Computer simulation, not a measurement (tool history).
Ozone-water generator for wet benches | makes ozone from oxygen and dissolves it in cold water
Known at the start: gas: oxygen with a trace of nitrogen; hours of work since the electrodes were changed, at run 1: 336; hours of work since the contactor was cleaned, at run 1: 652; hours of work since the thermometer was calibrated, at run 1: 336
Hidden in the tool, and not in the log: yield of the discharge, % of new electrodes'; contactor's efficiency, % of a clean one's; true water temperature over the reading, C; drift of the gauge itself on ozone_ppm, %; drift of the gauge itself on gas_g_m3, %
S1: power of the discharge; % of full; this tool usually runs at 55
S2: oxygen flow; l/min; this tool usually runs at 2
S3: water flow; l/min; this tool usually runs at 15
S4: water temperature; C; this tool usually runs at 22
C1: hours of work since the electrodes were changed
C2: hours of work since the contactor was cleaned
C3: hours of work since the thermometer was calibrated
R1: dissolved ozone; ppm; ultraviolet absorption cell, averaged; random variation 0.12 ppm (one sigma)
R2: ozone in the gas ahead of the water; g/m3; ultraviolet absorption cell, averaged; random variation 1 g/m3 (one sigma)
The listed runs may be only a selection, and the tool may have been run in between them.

run,day,S1,S2,S3,S4,C1,C2,C3,R1,R2
1,0,55,2,15,22,336,652,336,9.5,178.5
2,2.854,55,2,15,22,387,703,387,9.6,177
3,5.875,55,2,15,22,440,757,440,9.7,177.8
4,7.45,52,2,15,22,468,785,468,9.3,169
5,9.025,52,2,15,22,497,813,497,9.1,169.8
6,12.3,52,2,15,22,555,872,555,8.8,169.1
7,13.721,53,2,15,22,580,897,580,8.9,172.7
8,16.992,53,2,15,22,639,955,639,9,171.8
9,18.988,53,2,15,22,674,991,674,9.3,174
10,21.033,53,2,15,22,711,1027,711,9,171.1
11,23.45,53,2,15,22,754,1070,754,8.9,170.4
12,25.779,55,2,11,22,795,1112,795,12.4,175
13,27.4,55,2,15,22,824,1141,824,9.1,177.9
14,29.925,49,2,15,22,869,1186,869,8.6,162
15,32.775,49,2,15,22,920,1237,920,8.3,161.5
16,35.492,55,2,15,22,968,1285,968,9.3,177.2
17,37.892,48,1.16,15,22,1011,1328,1011,6.5,188.2
18,40.546,99,2.53,15,22,1058,1375,1058,16,263.8
19,43.246,55,1.69,11,22,1106,1423,1106,11.6,187.7
20,45.338,97,1.69,11,22,1144,1460,1144,18.4,292.8
21,47.983,97,1.16,11,23,1191,1508,1191,15.6,329.9
22,50.892,55,3.26,15,14,1243,1559,1243,11.7,150.3
23,52.488,67,2,10,22,1271,1588,1271,15.6,207.3
24,55.604,44,2.78,21,19,1327,1643,1327,6.2,131.4
25,58.5,44,1.17,18,15,1378,1695,1378,5.1,172.9
26,61.467,44,1.17,18,15,1431,1748,1431,5.3,172.7
27,64.467,55,1.96,15,22,1485,1801,1485,8.9,173.7
28,66.992,60,2,15,22,1530,1846,1530,9.8,187.7
29,68.329,92,2,12,22,1553,1870,1553,17.1,264.2
30,71.446,92,2,12,22,1609,1926,1609,17,266.4
31,72.917,99,1.49,12,26,1635,1952,1635,15.6,308.3
32,74.762,50,1.85,15,22,1668,1985,1668,8,166.7

Below are 4 alternative next runs, each starting from the tool's condition after run 32. Predict each:
A,76.588,65,1.85,10,20,1701,2017,1701,?,?
B,76.588,50,1.94,15,17,1701,2017,1701,?,?
C,76.588,95,1.85,17,22,1701,2017,1701,?,?
D,76.588,51,1.53,13,22,1701,2017,1701,?,?

run,R1,R2
A,15.3,203.2
B,8.5,163.7
C,12,277
D,8.8,178.1
What these runs would have given with no unlogged condition in the tool:
run,R1,R2
A,16.2,209.3
B,9,167.6
C,12.9,288.1
D,9.3,182.3

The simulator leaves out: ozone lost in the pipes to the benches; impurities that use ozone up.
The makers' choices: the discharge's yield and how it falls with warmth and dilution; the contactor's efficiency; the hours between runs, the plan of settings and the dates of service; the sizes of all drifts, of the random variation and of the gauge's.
